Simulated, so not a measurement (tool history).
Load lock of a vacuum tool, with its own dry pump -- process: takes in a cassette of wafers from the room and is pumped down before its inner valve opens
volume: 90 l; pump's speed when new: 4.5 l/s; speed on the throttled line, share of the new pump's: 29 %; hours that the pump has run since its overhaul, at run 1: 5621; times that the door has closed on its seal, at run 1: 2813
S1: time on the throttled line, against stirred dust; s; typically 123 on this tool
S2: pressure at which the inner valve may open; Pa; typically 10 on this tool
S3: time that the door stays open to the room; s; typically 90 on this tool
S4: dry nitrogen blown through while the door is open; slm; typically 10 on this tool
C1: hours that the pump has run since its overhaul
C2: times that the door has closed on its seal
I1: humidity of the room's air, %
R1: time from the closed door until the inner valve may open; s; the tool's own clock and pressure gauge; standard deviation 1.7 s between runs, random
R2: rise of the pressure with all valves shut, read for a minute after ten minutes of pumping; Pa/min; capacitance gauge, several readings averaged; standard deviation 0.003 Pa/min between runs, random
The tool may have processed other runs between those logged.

| run | hour | S1 | S2 | S3 | S4 | C1 | C2 | I1 | R1 | R2 |
|---|---|---|---|---|---|---|---|---|---|---|
| 1 | 0.0 | 123 | 10 | 90 | 10 | 5621 | 2813 | 46.5 | 274.4 | 0.029 |
| 2 | 461.0 | 123 | 10 | 90 | 10 | 6082 | 3797 | 43.4 | 272.7 | 0.032 |
| 3 | 970.9 | 123 | 10 | 205 | 10 | 6592 | 4885 | 43.5 | 272.0 | 0.048 |
| 4 | 1616.1 | 123 | 10 | 205 | 10 | 7237 | 6263 | 46.9 | 267.9 | 0.052 |
| 5 | 2192.3 | 123 | 10 | 205 | 10 | 7813 | 7493 | 45.1 | 272.8 | 0.056 |
| 6 | 2545.1 | 123 | 10 | 205 | 10 | 8166 | 8246 | 43.0 | 273.6 | 0.054 |
| 7 | 2919.2 | 123 | 10 | 90 | 10 | 8540 | 9044 | 45.8 | 267.2 | 0.034 |
| 8 | 3263.0 | 123 | 10 | 90 | 10 | 8884 | 9778 | 42.8 | 270.2 | 0.028 |
| 9 | 3633.4 | 123 | 10 | 90 | 10 | 9255 | 10569 | 45.2 | 270.7 | 0.034 |
| 10 | 4235.0 | 123 | 10 | 90 | 10 | 9856 | 11853 | 42.4 | 273.5 | 0.032 |
| 11 | 4755.1 | 142 | 10 | 90 | 10 | 10376 | 12964 | 42.2 | 282.3 | 0.027 |
| 12 | 5160.3 | 142 | 10 | 90 | 10 | 10781 | 13829 | 43.2 | 288.4 | 0.031 |
| 13 | 5519.2 | 142 | 10 | 90 | 10 | 11140 | 14595 | 47.3 | 282.8 | 0.040 |
| 14 | 6099.3 | 142 | 10 | 90 | 10 | 11720 | 15833 | 42.8 | 285.8 | 0.029 |
| 15 | 6473.1 | 123 | 10 | 50 | 10 | 12094 | 16631 | 46.0 | 272.1 | 0.020 |
| 16 | 6912.9 | 123 | 10 | 50 | 10 | 12534 | 17570 | 44.3 | 269.9 | 0.024 |
| 17 | 7566.5 | 123 | 10 | 50 | 10 | 13188 | 18965 | 45.4 | 269.9 | 0.024 |
| 18 | 7901.4 | 123 | 10 | 50 | 10 | 13522 | 19680 | 43.8 | 267.2 | 0.022 |
| 19 | 8409.6 | 123 | 10 | 50 | 10 | 14031 | 20765 | 45.3 | 271.6 | 0.023 |
| 20 | 8830.4 | 123 | 10 | 50 | 10 | 14452 | 21663 | 43.1 | 268.8 | 0.024 |
| 21 | 9311.1 | 123 | 10 | 50 | 10 | 14932 | 22689 | 43.6 | 270.1 | 0.027 |
| 22 | 9789.3 | 123 | 10 | 50 | 10 | 15410 | 23710 | 43.4 | 272.3 | 0.022 |
| 23 | 10300.7 | 123 | 10 | 50 | 10 | 15922 | 24802 | 43.4 | 269.0 | 0.020 |
| 24 | 10630.9 | 210 | 10 | 50 | 5 | 16252 | 25507 | 46.2 | 332.7 | 0.026 |
| 25 | 11035.2 | 124 | 16 | 50 | 5 | 16656 | 26370 | 45.2 | 262.8 | 0.030 |
| 26 | 11342.8 | 124 | 16 | 50 | 19 | 16964 | 27026 | 44.2 | 264.1 | 0.015 |
| 27 | 11735.8 | 124 | 8 | 38 | 14 | 17357 | 27865 | 42.8 | 278.2 | 0.018 |
| 28 | 12170.9 | 195 | 10 | 90 | 10 | 17792 | 28794 | 45.8 | 320.5 | 0.035 |
| 29 | 12770.6 | 123 | 10 | 90 | 7 | 18392 | 30074 | 45.2 | 272.5 | 0.037 |
| 30 | 13235.8 | 123 | 10 | 90 | 7 | 18857 | 31067 | 44.3 | 267.0 | 0.039 |
| 31 | 13579.9 | 123 | 10 | 90 | 7 | 19201 | 31802 | 41.6 | 271.7 | 0.026 |
| 32 | 13854.3 | 123 | 10 | 90 | 7 | 19475 | 32388 | 46.8 | 272.4 | 0.037 |
| 33 | 14466.2 | 123 | 10 | 31 | 6 | 20087 | 33694 | 42.3 | 270.7 | 0.020 |
| 34 | 14949.1 | 123 | 10 | 31 | 6 | 20570 | 34725 | 44.7 | 270.7 | 0.020 |

Consider 3 possible next runs. They are alternatives, not a sequence: every one starts from the tool as it was left by run 34. What does each give?
|  | 15289.5 | door's seal changed, seat wiped |
| A | 15602.6 | 123 | 10 | 80 | 6 | 21222 | 668 | 45.7 | ? | ? |
|  | 15289.5 | door's seal changed, seat wiped |
| B | 15602.6 | 206 | 14 | 31 | 6 | 21222 | 668 | 46.2 | ? | ? |
|  | 15289.5 | door's seal changed, seat wiped |
| C | 15602.6 | 67 | 13 | 90 | 4 | 21222 | 668 | 47.6 | ? | ? |

| run | R1 | R2 |
|---|---|---|
| A | 269.4 | 0.039 |
| B | 322.9 | 0.020 |
| C | 225.0 | 0.043 |
With the hidden condition removed and each run's random variation left untouched, the same runs would have given:
| run | R1 | R2 |
|---|---|---|
| A | 269.4 | 0.039 |
| B | 322.9 | 0.020 |
| C | 224.9 | 0.043 |
